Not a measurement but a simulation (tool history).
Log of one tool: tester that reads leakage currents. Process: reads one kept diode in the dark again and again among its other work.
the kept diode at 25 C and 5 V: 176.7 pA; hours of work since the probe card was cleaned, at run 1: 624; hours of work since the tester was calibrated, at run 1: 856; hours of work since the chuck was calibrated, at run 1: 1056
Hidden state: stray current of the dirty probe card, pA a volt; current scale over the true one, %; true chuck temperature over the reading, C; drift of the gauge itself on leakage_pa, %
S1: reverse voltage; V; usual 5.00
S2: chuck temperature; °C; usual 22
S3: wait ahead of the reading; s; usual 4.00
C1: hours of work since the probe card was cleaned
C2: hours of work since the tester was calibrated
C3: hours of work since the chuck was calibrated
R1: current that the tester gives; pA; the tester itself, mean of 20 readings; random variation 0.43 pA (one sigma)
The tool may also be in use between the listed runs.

run,hour,S1,S2,S3,C1,C2,C3,R1
1,0.0,5.00,22,4.00,624,856,1056,161.42
2,38.0,5.00,22,4.00,648,880,1080,162.80
3,64.9,5.00,22,4.00,665,897,1097,163.15
4,96.8,5.00,22,4.00,685,917,1117,162.81
5,143.9,5.00,22,4.00,715,947,1147,163.64
6,192.7,5.00,22,4.00,746,978,1178,164.10
7,235.6,5.00,22,4.00,773,1005,1205,165.19
8,261.1,5.00,22,4.00,789,1021,1221,165.14
9,289.1,3.56,22,4.00,807,1039,1239,146.16
10,336.2,3.56,22,4.00,837,1069,1269,146.43
11,382.8,5.00,22,4.00,866,1099,1298,166.38
12,404.4,5.00,22,0.72,880,1112,1312,168.64
13,455.6,3.56,22,4.00,912,1145,1344,147.76
14,482.2,3.56,22,4.00,929,1161,1361,146.97
15,524.3,3.56,22,4.00,956,1188,1388,149.71
16,574.1,1.03,22,4.00,987,1220,1420,95.13
17,596.6,1.03,22,4.00,1002,1234,1434,94.68
18,633.9,1.03,22,4.00,1025,1258,1457,95.05
19,684.0,5.00,27,4.00,1057,1289,1489,244.04
20,710.0,5.00,27,4.00,1074,1306,1506,246.04
21,757.4,5.00,27,4.00,1104,1336,1536,246.20
22,803.0,5.00,27,4.00,1132,1365,1565,247.08
23,841.0,2.54,46,0.64,1157,1389,1589,696.87
24,874.7,5.70,44,7.49,1178,1410,1610,819.80
25,918.2,5.70,44,7.49,1205,1438,1638,816.91
26,960.4,3.85,38,4.00,1232,1464,1664,484.57

Run 27 comes next. What will it give?
27,991.5,1.45,53,8.02,1252,1484,1684,?

Run 27 gave R1 887.16 pA.
Without the tool's hidden state the same run would have given R1 766.34 pA.
